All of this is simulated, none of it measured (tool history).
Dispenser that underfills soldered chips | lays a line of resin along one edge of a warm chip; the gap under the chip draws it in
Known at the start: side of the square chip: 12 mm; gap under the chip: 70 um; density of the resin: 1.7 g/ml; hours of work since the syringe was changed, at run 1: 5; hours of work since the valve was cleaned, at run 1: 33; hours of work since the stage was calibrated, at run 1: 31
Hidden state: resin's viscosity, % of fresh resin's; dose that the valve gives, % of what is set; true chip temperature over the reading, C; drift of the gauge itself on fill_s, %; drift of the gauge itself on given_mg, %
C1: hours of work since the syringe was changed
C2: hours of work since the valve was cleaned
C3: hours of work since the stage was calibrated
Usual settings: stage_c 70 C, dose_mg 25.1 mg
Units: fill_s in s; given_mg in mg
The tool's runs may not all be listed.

Run 1, hour 0: usual settings; C1 5; C2 33; C3 31. Result: fill_s 109 s, given_mg 24.62 mg.
At hour 3.6: new syringe of resin.
Run 2, hour 3.6: usual settings; C1 0; C2 36; C3 34. Result: fill_s 76 s, given_mg 24.5 mg.
Run 3, hour 8.9: usual settings but stage_c 59 C; C1 4; C2 39; C3 38. Result: fill_s 176.4 s, given_mg 24.53 mg.
At hour 14.3: new syringe of resin.
Run 4, hour 15.5: usual settings; C1 1; C2 44; C3 42. Result: fill_s 78.8 s, given_mg 24.64 mg.
Run 5, hour 21: usual settings but stage_c 75 C; C1 5; C2 48; C3 47. Result: fill_s 84.8 s, given_mg 24.41 mg.
Run 6, hour 23.9: usual settings but stage_c 75 C; C1 7; C2 51; C3 49. Result: fill_s 97.1 s, given_mg 24.52 mg.
At hour 24.6: new syringe of resin.
Run 7, hour 29.1: usual settings but stage_c 75 C; C1 3; C2 54; C3 52. Result: fill_s 74.7 s, given_mg 24.58 mg.
Run 8, hour 33.7: usual settings but stage_c 75 C; C1 7; C2 58; C3 56. Result: fill_s 97.4 s, given_mg 24.26 mg.
At hour 35.3: new syringe of resin.
Run 9, hour 37.7: usual settings but stage_c 75 C; C1 2; C2 61; C3 59. Result: fill_s 67 s, given_mg 24.33 mg.
At hour 41.1: dispensing valve cleaned and set on the balance.
Run 10, hour 45.5: usual settings but dose_mg 22.9 mg; C1 7; C2 3; C3 64. Result: fill_s 125.7 s, given_mg 22.63 mg.
At hour 47: new syringe of resin.
Run 11, hour 52.4: usual settings but dose_mg 22.9 mg; C1 4; C2 8; C3 69. Result: fill_s 104.4 s, given_mg 22.79 mg.
Run 12, hour 56.7: usual settings but dose_mg 22.9 mg; C1 7; C2 12; C3 72. Result: fill_s 134.1 s, given_mg 22.78 mg.
At hour 57.7: new syringe of resin.
Run 13, hour 60.2: usual settings; C1 2; C2 14; C3 75. Result: fill_s 90.5 s, given_mg 24.88 mg.
Run 14, hour 64.3: usual settings; C1 5; C2 17; C3 78. Result: fill_s 112.4 s, given_mg 24.81 mg.
At hour 68.4: new syringe of resin.
Run 15, hour 68.5: usual settings; C1 0; C2 20; C3 81. Result: fill_s 75.3 s, given_mg 24.63 mg.
Run 16, hour 71.9: usual settings but stage_c 59 C; C1 3; C2 23; C3 83. Result: fill_s 157.4 s, given_mg 24.62 mg.

The next listed run, before its measurement:
Run 17, hour 75.7: usual settings but stage_c 66 C, dose_mg 29.5 mg; C1 6; C2 26; C3 86. Result: fill_s ?, given_mg ?.

{"run 17": {"fill_s": 133, "given_mg": 29.1}}
Without the tool's hidden state the same run would have given fill_s 86.8 s, given_mg 29.56 mg.
